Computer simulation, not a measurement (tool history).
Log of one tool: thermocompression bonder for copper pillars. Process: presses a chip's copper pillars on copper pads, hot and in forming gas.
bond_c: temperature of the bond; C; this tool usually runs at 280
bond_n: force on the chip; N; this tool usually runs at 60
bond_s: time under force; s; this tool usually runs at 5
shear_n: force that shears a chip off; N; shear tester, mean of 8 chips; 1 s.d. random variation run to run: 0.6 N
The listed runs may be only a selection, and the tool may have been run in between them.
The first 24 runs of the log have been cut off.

run,day,bond_c,bond_n,bond_s,hours of work since the heater was calibrated,hours of work since the force cell was calibrated,hours of work since the gas filter was changed,shear_n
25,10.092,280,60,3,144,388,184,25
26,10.533,280,44,7,149,394,190,26.1
27,11.004,280,44,7,155,400,196,26
28,11.538,280,44,7,162,406,202,25.9
29,12.092,305,38,11,169,413,209,34.1
30,12.529,277,60,11,174,419,215,39.3
31,12.804,279,66,3,178,422,218,28.1
32,13.104,279,66,3,181,426,222,28.5
33,13.562,309,66,3,187,432,228,36.9
34,14.033,285,60,5,193,437,234,33.2

Run 35 is up next; what results do you expect?
35,14.492,261,83,6,199,443,239,?

{"run 35": {"shear_n": 35.2}}
Were there no unlogged condition in the tool, this run, its random variation unchanged, would have produced shear_n 38.8 N.

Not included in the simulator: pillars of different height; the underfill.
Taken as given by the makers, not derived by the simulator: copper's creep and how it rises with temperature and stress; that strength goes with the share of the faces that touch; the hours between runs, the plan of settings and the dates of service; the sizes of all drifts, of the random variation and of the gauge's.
